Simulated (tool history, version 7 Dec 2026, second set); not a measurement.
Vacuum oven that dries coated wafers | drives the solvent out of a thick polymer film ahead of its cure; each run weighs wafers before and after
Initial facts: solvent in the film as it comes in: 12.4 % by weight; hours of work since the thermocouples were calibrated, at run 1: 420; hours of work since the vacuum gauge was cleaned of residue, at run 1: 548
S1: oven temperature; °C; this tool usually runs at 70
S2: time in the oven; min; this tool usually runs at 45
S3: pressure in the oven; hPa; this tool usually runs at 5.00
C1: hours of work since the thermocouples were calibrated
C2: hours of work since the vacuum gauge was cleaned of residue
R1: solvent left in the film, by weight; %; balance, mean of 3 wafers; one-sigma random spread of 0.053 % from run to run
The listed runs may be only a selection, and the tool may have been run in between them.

| run | hour | S1 | S2 | S3 | C1 | C2 | R1 |
|---|---|---|---|---|---|---|---|
| 1 | 0.0 | 70 | 45 | 5.00 | 420 | 548 | 1.85 |
| 2 | 18.9 | 70 | 45 | 5.00 | 429 | 556 | 1.81 |
| 3 | 37.5 | 70 | 25 | 5.00 | 437 | 564 | 3.81 |
| 4 | 58.6 | 70 | 25 | 5.00 | 447 | 574 | 3.73 |
| 5 | 92.9 | 70 | 25 | 5.00 | 462 | 589 | 3.84 |
| 6 | 110.6 | 70 | 25 | 5.00 | 470 | 598 | 3.89 |
| 7 | 132.2 | 70 | 25 | 5.00 | 480 | 607 | 3.91 |
| 8 | 160.9 | 74 | 45 | 5.00 | 493 | 620 | 1.07 |
| 9 | 187.1 | 74 | 45 | 5.00 | 505 | 632 | 1.11 |
| 10 | 216.4 | 74 | 45 | 5.00 | 518 | 645 | 1.08 |
|  | 221.1 | vacuum gauge cleaned of residue and calibrated |
| 11 | 236.0 | 74 | 45 | 5.00 | 526 | 7 | 1.22 |
| 12 | 256.4 | 74 | 45 | 5.00 | 536 | 16 | 1.19 |
| 13 | 282.9 | 74 | 45 | 5.00 | 548 | 28 | 1.13 |
| 14 | 299.8 | 70 | 71 | 3.74 | 555 | 36 | 0.85 |
| 15 | 327.5 | 70 | 71 | 3.74 | 568 | 48 | 0.92 |
| 16 | 347.6 | 70 | 71 | 3.74 | 577 | 57 | 0.91 |
| 17 | 371.4 | 70 | 38 | 3.74 | 588 | 68 | 2.47 |
| 18 | 406.7 | 70 | 45 | 8.88 | 604 | 84 | 2.10 |
| 19 | 430.6 | 63 | 40 | 5.00 | 614 | 95 | 4.31 |
|  | 443.7 | vacuum gauge cleaned of residue and calibrated, once more |
| 20 | 460.8 | 63 | 40 | 5.00 | 627 | 8 | 4.19 |
| 21 | 479.1 | 63 | 73 | 3.92 | 636 | 16 | 2.12 |
| 22 | 497.6 | 63 | 73 | 3.92 | 644 | 24 | 2.05 |

Run 23 is up next; what results do you expect?
| 23 | 528.3 | 80 | 25 | 5.00 | 658 | 38 | ? |

Run 23 yielded R1 1.25 %.
With the hidden condition absent and the run-to-run variation left alone, this run would have shown R1 1.14 %.
